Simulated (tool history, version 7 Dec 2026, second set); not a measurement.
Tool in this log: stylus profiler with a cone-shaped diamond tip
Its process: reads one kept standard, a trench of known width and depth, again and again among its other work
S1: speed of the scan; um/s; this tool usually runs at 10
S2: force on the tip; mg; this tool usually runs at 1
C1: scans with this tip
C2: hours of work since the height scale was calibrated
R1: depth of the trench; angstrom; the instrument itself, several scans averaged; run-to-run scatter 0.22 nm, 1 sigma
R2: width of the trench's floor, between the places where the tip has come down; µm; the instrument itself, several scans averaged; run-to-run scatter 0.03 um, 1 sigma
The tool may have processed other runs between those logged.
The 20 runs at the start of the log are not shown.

{"run": 21, "hour": 223.0, "S1": 11, "S2": 2.64, "C1": 3712, "C2": 28, "R1": 10073, "R2": 23.51}
{"hour": 226.7, "done": "height scale calibrated on a step standard, once more"}
{"run": 22, "hour": 231.8, "S1": 10, "S2": 0.89, "C1": 3789, "C2": 4, "R1": 10043.2, "R2": 23.5}
{"run": 23, "hour": 245.3, "S1": 2, "S2": 0.36, "C1": 3915, "C2": 14, "R1": 10024.9, "R2": 23.53}
{"run": 24, "hour": 252.1, "S1": 2, "S2": 0.68, "C1": 3978, "C2": 19, "R1": 10035.4, "R2": 23.53}
{"run": 25, "hour": 260.8, "S1": 4, "S2": 0.41, "C1": 4059, "C2": 25, "R1": 10029.9, "R2": 23.44}
{"run": 26, "hour": 274.9, "S1": 4, "S2": 0.41, "C1": 4190, "C2": 36, "R1": 10024.1, "R2": 23.49}
{"run": 27, "hour": 290.0, "S1": 9, "S2": 1.13, "C1": 4331, "C2": 47, "R1": 10047.1, "R2": 23.42}
{"run": 28, "hour": 305.5, "S1": 13, "S2": 1.98, "C1": 4475, "C2": 58, "R1": 10073.5, "R2": 23.41}
{"run": 29, "hour": 318.5, "S1": 13, "S2": 1.98, "C1": 4596, "C2": 68, "R1": 10074.3, "R2": 23.36}
{"run": 30, "hour": 327.4, "S1": 13, "S2": 1.98, "C1": 4679, "C2": 75, "R1": 10077, "R2": 23.41}
{"run": 31, "hour": 336.5, "S1": 26, "S2": 0.8, "C1": 4763, "C2": 81, "R1": 10036, "R2": 23.26}
{"run": 32, "hour": 350.8, "S1": 16, "S2": 0.55, "C1": 4897, "C2": 92, "R1": 10031.7, "R2": 23.29}
{"run": 33, "hour": 365.0, "S1": 16, "S2": 0.55, "C1": 5029, "C2": 103, "R1": 10028.9, "R2": 23.21}
{"run": 34, "hour": 378.6, "S1": 16, "S2": 0.95, "C1": 5155, "C2": 113, "R1": 10046, "R2": 23.24}
{"run": 35, "hour": 393.1, "S1": 16, "S2": 0.95, "C1": 5290, "C2": 123, "R1": 10040.9, "R2": 23.23}

Branching from run 35: 5 alternative next runs. What would each branch give?
{"run": "A", "hour": 406.1, "S1": 10, "S2": 1.15, "C1": 5411, "C2": 133, "R1": "?", "R2": "?"}
{"run": "B", "hour": 406.1, "S1": 4, "S2": 0.73, "C1": 5411, "C2": 133, "R1": "?", "R2": "?"}
{"run": "C", "hour": 406.1, "S1": 4, "S2": 2.8, "C1": 5411, "C2": 133, "R1": "?", "R2": "?"}
{"run": "D", "hour": 406.1, "S1": 16, "S2": 1.36, "C1": 5411, "C2": 133, "R1": "?", "R2": "?"}
{"run": "E", "hour": 406.1, "S1": 4, "S2": 1, "C1": 5411, "C2": 133, "R1": "?", "R2": "?"}

run=A R1=10052 R2=23.29
run=B R1=10036.5 R2=23.34
run=C R1=10088.8 R2=23.32
run=D R1=10051.8 R2=23.23
run=E R1=10043.3 R2=23.27
Had the tool no hidden state, the same runs would have come out as:
run=A R1=10056.2 R2=23.97
run=B R1=10040.6 R2=24.02
run=C R1=10092.9 R2=24
run=D R1=10056 R2=23.9
run=E R1=10047.5 R2=23.95

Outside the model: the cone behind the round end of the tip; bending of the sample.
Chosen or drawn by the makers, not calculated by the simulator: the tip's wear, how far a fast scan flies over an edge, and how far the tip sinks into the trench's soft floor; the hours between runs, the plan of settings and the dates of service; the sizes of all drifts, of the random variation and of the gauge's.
